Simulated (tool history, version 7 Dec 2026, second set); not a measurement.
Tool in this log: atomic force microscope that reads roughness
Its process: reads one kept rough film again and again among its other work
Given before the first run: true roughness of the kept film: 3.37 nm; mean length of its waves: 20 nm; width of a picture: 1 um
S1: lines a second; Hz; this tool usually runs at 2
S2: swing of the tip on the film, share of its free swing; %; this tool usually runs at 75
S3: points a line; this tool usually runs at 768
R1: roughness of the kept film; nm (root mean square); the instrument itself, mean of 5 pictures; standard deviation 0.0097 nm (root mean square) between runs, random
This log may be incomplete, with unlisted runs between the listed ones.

{"run": 1, "day": 0.0, "S1": 2, "S2": 75, "S3": 768, "R1": 1.99}
{"run": 2, "day": 0.321, "S1": 2, "S2": 75, "S3": 768, "R1": 1.935}
{"run": 3, "day": 0.633, "S1": 2, "S2": 75, "S3": 768, "R1": 1.897}
{"run": 4, "day": 0.912, "S1": 2, "S2": 75, "S3": 768, "R1": 1.863}
{"run": 5, "day": 1.442, "S1": 2, "S2": 75, "S3": 768, "R1": 1.808}
{"run": 6, "day": 1.862, "S1": 2, "S2": 75, "S3": 768, "R1": 1.755}
{"run": 7, "day": 2.417, "S1": 0.9, "S2": 75, "S3": 768, "R1": 1.829}
{"run": 8, "day": 2.771, "S1": 0.9, "S2": 75, "S3": 768, "R1": 1.78}
{"run": 9, "day": 3.217, "S1": 2, "S2": 57, "S3": 768, "R1": 1.781}
{"day": 3.462, "done": "new tip fitted"}
{"run": 10, "day": 3.642, "S1": 2, "S2": 57, "S3": 768, "R1": 2.342}
{"run": 11, "day": 4.083, "S1": 2, "S2": 57, "S3": 768, "R1": 2.256}
{"run": 12, "day": 4.512, "S1": 2, "S2": 57, "S3": 768, "R1": 2.197}
{"run": 13, "day": 5.071, "S1": 2, "S2": 75, "S3": 768, "R1": 1.925}
{"run": 14, "day": 5.592, "S1": 2, "S2": 82, "S3": 768, "R1": 1.782}
{"run": 15, "day": 5.896, "S1": 2, "S2": 82, "S3": 768, "R1": 1.738}
{"run": 16, "day": 6.408, "S1": 2, "S2": 82, "S3": 768, "R1": 1.682}
{"run": 17, "day": 6.85, "S1": 2, "S2": 82, "S3": 768, "R1": 1.638}
{"run": 18, "day": 7.404, "S1": 2, "S2": 82, "S3": 336, "R1": 1.577}
{"run": 19, "day": 7.933, "S1": 2, "S2": 68, "S3": 768, "R1": 1.708}
{"day": 8.221, "done": "new tip fitted"}
{"run": 20, "day": 8.354, "S1": 3.53, "S2": 71, "S3": 768, "R1": 2.05}
{"run": 21, "day": 8.692, "S1": 2, "S2": 70, "S3": 768, "R1": 2.154}
{"run": 22, "day": 9.225, "S1": 2, "S2": 60, "S3": 289, "R1": 2.131}
{"run": 23, "day": 9.538, "S1": 3.81, "S2": 75, "S3": 289, "R1": 1.73}
{"run": 24, "day": 10.017, "S1": 2, "S2": 83, "S3": 266, "R1": 1.76}
{"run": 25, "day": 10.25, "S1": 2, "S2": 75, "S3": 456, "R1": 1.853}
{"run": 26, "day": 10.533, "S1": 2, "S2": 75, "S3": 456, "R1": 1.839}
{"day": 10.617, "done": "height scale calibrated on a step standard"}
{"run": 27, "day": 10.842, "S1": 0.63, "S2": 76, "S3": 635, "R1": 1.987}
{"run": 28, "day": 11.354, "S1": 2.02, "S2": 73, "S3": 898, "R1": 1.789}
{"run": 29, "day": 11.738, "S1": 2.02, "S2": 73, "S3": 898, "R1": 1.745}
{"run": 30, "day": 12.254, "S1": 2.02, "S2": 56, "S3": 781, "R1": 1.822}
{"run": 31, "day": 12.538, "S1": 2, "S2": 64, "S3": 319, "R1": 1.711}
{"run": 32, "day": 13.004, "S1": 0.73, "S2": 69, "S3": 257, "R1": 1.712}
{"day": 13.092, "done": "height scale calibrated on a step standard, once more"}
{"day": 13.112, "done": "new tip fitted"}
{"run": 33, "day": 13.621, "S1": 3.3, "S2": 56, "S3": 789, "R1": 2.257}
{"run": 34, "day": 13.871, "S1": 3.3, "S2": 56, "S3": 789, "R1": 2.21}
{"run": 35, "day": 14.104, "S1": 1.31, "S2": 75, "S3": 310, "R1": 2.091}
{"run": 36, "day": 14.658, "S1": 1.31, "S2": 75, "S3": 310, "R1": 2.008}
{"run": 37, "day": 15.096, "S1": 2, "S2": 83, "S3": 768, "R1": 1.794}

4 options for the next run, each taken on its own from the tool as it stands now. Forecast them:
{"run": "A", "day": 15.571, "S1": 2, "S2": 83, "S3": 803, "R1": "?"}
{"run": "B", "day": 15.571, "S1": 1.06, "S2": 75, "S3": 464, "R1": "?"}
{"run": "C", "day": 15.571, "S1": 1.01, "S2": 89, "S3": 768, "R1": "?"}
{"run": "D", "day": 15.571, "S1": 0.75, "S2": 75, "S3": 300, "R1": "?"}

run=A R1=1.731
run=B R1=1.938
run=C R1=1.836
run=D R1=1.947
Had the tool no hidden state, the same runs would have come out as:
run=A R1=2.071
run=B R1=2.321
run=C R1=2.196
run=D R1=2.329

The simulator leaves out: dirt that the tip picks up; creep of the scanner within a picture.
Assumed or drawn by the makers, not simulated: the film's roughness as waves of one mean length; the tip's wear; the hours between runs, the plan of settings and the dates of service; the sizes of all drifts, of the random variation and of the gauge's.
